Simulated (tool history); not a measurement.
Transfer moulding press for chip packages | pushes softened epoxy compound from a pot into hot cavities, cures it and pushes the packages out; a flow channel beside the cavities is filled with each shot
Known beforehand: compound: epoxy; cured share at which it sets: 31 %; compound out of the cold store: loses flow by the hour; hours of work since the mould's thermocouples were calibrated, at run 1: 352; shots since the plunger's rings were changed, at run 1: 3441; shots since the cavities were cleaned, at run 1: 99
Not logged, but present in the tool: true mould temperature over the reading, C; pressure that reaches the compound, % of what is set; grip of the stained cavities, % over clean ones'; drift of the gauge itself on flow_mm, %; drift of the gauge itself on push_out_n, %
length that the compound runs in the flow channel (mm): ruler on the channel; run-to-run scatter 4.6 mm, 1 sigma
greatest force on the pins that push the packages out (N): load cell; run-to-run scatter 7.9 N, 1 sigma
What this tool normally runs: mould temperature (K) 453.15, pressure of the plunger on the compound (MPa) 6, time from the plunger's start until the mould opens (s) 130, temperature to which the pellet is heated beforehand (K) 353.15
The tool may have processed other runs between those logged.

run	hour	mould temperature (K)	pressure of the plunger on the compound (MPa)	time from the plunger's start until the mould opens (s)	temperature to which the pellet is heated beforehand (K)	hours of work since the mould's thermocouples were calibrated	shots since the plunger's rings were changed	shots since the cavities were cleaned	incoming compound's hours out of the cold store	length that the compound runs in the flow channel (mm)	greatest force on the pins that push the packages out (N)
1	0	453.15	6	130	353.15	352	3441	99	11.8	591	437
2	11.3	453.15	6	130	353.15	359	3531	189	46.5	496	455
3	17.7	453.15	6	130	353.15	362	3583	241	43.1	511	492
4	29.3	453.15	6	150	353.15	369	3676	334	9.5	592	486
# hour 35.5: mould's thermocouples calibrated
5	37.2	453.15	6	150	353.15	1	3723	381	41.7	520	467
6	49.8	447.15	6	130	353.15	8	3824	482	42.7	525	749
7	57.3	447.15	6	130	353.15	13	3884	542	22.6	568	830
8	68.1	447.15	6	146	353.15	19	3971	629	37.8	525	650
# hour 72.7: mould's thermocouples calibrated, once more
9	76.9	447.15	6	146	353.15	2	4025	683	28.2	544	633
10	83.2	447.15	6	146	353.15	6	4076	734	35.1	537	599
# hour 85.5: cavities cleaned with cleaning compound and waxed
11	95.4	453.15	6	130	363.15	12	4161	79	19.9	547	399
12	101.3	453.15	6	130	363.15	16	4209	127	36.2	521	416
13	110.5	453.15	6	130	353.15	21	4282	200	10.1	580	461
14	121.6	453.15	6	130	353.15	28	4372	290	20.5	555	491
15	132.3	453.15	6	130	353.15	34	4458	376	15.8	571	524
16	138.8	456.15	6.71	157	345.15	38	4509	427	14.3	595	462
17	149.1	453.15	6	142	356.15	43	4592	510	10.1	570	500
18	157.1	449.15	7.28	130	353.15	48	4656	574	45.1	564	655
19	165.8	453.15	6	160	353.15	53	4726	644	25.1	544	493
20	175.9	453.15	6	160	353.15	59	4807	725	16	565	490
# hour 179.1: cavities cleaned with cleaning compound and waxed
21	184.8	449.15	5.71	130	353.15	63	4866	46	29.6	530	433
22	194.9	449.15	5.71	130	353.15	69	4946	126	27.9	524	482

Run 23 has not been measured yet. What should we expect?
23	200.6	449.15	7.23	112	353.15	72	4992	172	42.5	?	?

{"run 23": {"length that the compound runs in the flow channel (mm)": 559, "greatest force on the pins that push the packages out (N)": 696}}
Had the tool carried no hidden state, the very same run would have given length that the compound runs in the flow channel (mm) 581, greatest force on the pins that push the packages out (N) 546.
